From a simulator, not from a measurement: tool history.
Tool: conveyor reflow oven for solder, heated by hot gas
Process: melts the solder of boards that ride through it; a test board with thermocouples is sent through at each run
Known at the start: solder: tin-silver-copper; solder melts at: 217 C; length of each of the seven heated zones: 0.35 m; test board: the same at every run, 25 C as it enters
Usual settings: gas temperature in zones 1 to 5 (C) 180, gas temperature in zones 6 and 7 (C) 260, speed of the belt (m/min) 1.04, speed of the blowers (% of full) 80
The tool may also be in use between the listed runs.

run,hour,gas temperature in zones 1 to 5 (C),gas temperature in zones 6 and 7 (C),speed of the belt (m/min),speed of the blowers (% of full),highest temperature of the board (C),time above the solder's melting point (s)
1,0,180,260,1.04,80,243.56,27.03
2,24.4,180,260,1.04,80,243.53,27.09
3,48.8,180,260,1.04,80,243.39,27.01
4,77.5,180,260,0.96,80,245.88,31
5,105.6,190,260,1.04,80,245.52,30.46
6,122.6,190,260,1.04,80,245.56,30.46
7,144.8,190,260,1.04,80,245.58,30.49
8,167.7,190,260,1.04,80,245.52,30.37
9,198.6,180,274,1.04,80,254.8,31.67
10,214,180,274,1.04,80,254.79,31.64
11,245.3,180,274,1.04,80,254.75,31.64
12,266.5,169,253,0.97,88,238.74,24.8
13,280.9,174,260,1.04,59,236.81,20.91
14,303.9,174,260,1.04,59,236.69,20.83
15,320.9,180,259,0.94,80,245.56,31.62
16,339.2,180,259,0.94,80,245.44,31.52
17,371,180,259,0.94,80,245.36,31.56
18,386.2,180,259,0.94,80,245.38,31.5
19,411.3,180,259,0.94,80,245.49,31.47
20,443,180,250,1.04,80,235.04,22.05

Forecast each of these 3 alternatives for the next run:
A,467.5,180,271,1.04,80,?,?
B,467.5,180,263,1.04,81,?,?
C,467.5,186,260,1.04,80,?,?

run,highest temperature of the board (C),time above the solder's melting point (s)
A,251.92,30.66
B,245.6,28
C,244.4,28.82
Without the tool's hidden state the same runs would have given:
run,highest temperature of the board (C),time above the solder's melting point (s)
A,252.22,30.88
B,245.8,28.28
C,244.46,29.06
